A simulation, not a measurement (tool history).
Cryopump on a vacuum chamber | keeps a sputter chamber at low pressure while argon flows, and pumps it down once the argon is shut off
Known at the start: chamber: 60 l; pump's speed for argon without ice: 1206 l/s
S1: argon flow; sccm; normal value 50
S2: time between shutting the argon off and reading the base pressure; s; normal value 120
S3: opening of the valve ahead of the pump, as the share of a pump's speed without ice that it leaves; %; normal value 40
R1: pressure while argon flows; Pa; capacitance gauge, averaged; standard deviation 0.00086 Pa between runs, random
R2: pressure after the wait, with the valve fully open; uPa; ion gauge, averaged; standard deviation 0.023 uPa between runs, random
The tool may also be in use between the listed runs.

run,hour,S1,S2,S3,R1,R2
1,0.0,50,120,40,0.1798,1.81
2,82.5,50,120,40,0.1812,1.87
3,173.8,50,120,48,0.1512,1.98
4,238.3,50,120,48,0.1523,2.01
5,292.3,50,120,48,0.1527,2.04
6,378.3,50,57,40,0.1841,2.66
7,431.6,50,120,40,0.1830,2.23
8,499.8,50,120,40,0.1843,2.23
9,570.5,50,120,40,0.1852,2.33
# hour 663.6: pump warmed up, emptied and cooled again
10,672.8,100,120,40,0.3558,2.16
11,777.7,50,120,40,0.1775,2.27
12,884.9,50,120,40,0.1780,2.44
13,963.3,50,120,40,0.1781,2.51
14,1073.8,50,120,40,0.1794,2.55
15,1175.8,50,120,40,0.1807,2.57
16,1255.2,50,120,40,0.1802,2.86
17,1301.1,50,120,40,0.1820,2.82
18,1363.4,95,22,39,0.3546,5.20
19,1412.1,49,201,15,0.4617,2.73
20,1457.4,29,56,22,0.1892,3.60
21,1564.7,50,261,24,0.2981,2.81
22,1660.7,27,120,44,0.0906,3.31
23,1744.4,52,21,44,0.1765,5.72
24,1804.2,52,21,44,0.1763,5.87
25,1913.7,52,21,44,0.1781,5.92
# hour 1926.3: pump warmed up, emptied and cooled again
26,1975.3,36,120,40,0.1267,3.22
27,2037.8,50,52,60,0.1181,3.90
28,2113.6,50,120,26,0.2718,3.30
29,2186.6,50,120,26,0.2732,3.43
30,2278.2,41,72,26,0.2258,3.72
31,2334.4,41,72,26,0.2260,3.94
32,2437.7,41,72,26,0.2252,4.04
33,2539.1,32,120,40,0.1167,3.84
34,2610.5,38,120,40,0.1373,3.99

Each row is a separate what-if for the run after 34, all from the same tool condition, not one after another. Results?
A,2677.8,88,29,29,?,?
B,2677.8,38,191,20,?,?
C,2677.8,21,120,22,?,?
D,2677.8,46,177,15,?,?

run,R1,R2
A,0.4396,5.40
B,0.2727,3.72
C,0.1363,3.90
D,0.4375,3.80
The same runs, with their run-to-run variation unchanged, on a tool lacking any hidden condition would have given:
run,R1,R2
A,0.4266,2.24
B,0.2671,0.55
C,0.1333,0.73
D,0.4307,0.60
